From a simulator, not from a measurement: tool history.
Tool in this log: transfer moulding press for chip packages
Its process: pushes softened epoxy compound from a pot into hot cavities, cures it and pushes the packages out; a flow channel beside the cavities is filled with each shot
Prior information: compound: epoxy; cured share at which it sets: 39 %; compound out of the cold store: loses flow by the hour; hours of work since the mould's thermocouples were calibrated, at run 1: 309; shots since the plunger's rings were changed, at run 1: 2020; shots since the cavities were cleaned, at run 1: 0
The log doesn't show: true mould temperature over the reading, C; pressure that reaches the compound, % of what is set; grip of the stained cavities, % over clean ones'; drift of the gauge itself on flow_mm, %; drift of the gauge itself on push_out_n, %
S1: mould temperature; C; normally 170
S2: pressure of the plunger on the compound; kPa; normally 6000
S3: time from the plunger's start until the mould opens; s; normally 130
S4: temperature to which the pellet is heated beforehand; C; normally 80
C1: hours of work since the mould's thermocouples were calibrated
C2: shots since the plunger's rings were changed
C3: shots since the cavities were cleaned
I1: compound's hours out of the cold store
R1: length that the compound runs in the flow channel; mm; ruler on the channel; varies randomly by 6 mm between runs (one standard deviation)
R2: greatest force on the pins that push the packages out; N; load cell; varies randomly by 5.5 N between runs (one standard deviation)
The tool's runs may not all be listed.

run,hour,S1,S2,S3,S4,C1,C2,C3,I1,R1,R2
1,0.0,170,6000,130,80,309,2020,0,24.6,647,203
2,19.9,170,6000,130,80,317,2141,121,25.4,656,209
3,41.4,170,6000,130,80,326,2271,251,47.1,600,223
4,53.5,170,6000,130,80,331,2344,324,23.6,651,244
5,78.4,170,6000,130,80,342,2495,475,39.7,625,260
6,95.3,162,6000,130,80,349,2598,578,35.2,651,404
7,111.7,170,6000,130,80,356,2697,677,24.0,654,275
8,123.8,170,6000,130,80,361,2770,750,31.7,644,283
9,146.3,170,6000,130,80,371,2907,887,23.8,640,286
10,160.2,170,6000,130,80,377,2991,971,19.5,656,290
11,179.0,170,6000,130,80,384,3105,1085,41.8,613,292
# hour 194.0: cavities cleaned with cleaning compound and waxed
12,194.3,170,6000,130,80,390,3188,2,28.4,630,189
13,217.9,170,4990,163,77,400,3331,145,39.2,563,187
14,241.3,170,4990,163,77,410,3473,287,40.0,560,201
15,262.3,170,5380,119,77,419,3600,414,37.5,577,277
16,281.8,162,6000,130,76,427,3718,532,47.6,621,400
17,300.4,170,6000,130,76,435,3831,645,47.0,597,260
18,321.2,170,6000,130,76,444,3957,771,44.4,593,277

Below, some changes in R1 between adjacent runs. For each, the amount present without the hidden state too (settings, incoming material, random variation) and the amount remaining for the hidden state with gauge scatter not shared by both compared results:
Run 3 -> 4: no setting touched and nothing written in the log between the runs. R1 +51 mm: hidden state -3, all else +54.
Run 12 -> 13: S2 6000 -> 4990, S3 130 -> 163, S4 80 -> 77. R1 -67 mm: hidden state +2, all else -69.

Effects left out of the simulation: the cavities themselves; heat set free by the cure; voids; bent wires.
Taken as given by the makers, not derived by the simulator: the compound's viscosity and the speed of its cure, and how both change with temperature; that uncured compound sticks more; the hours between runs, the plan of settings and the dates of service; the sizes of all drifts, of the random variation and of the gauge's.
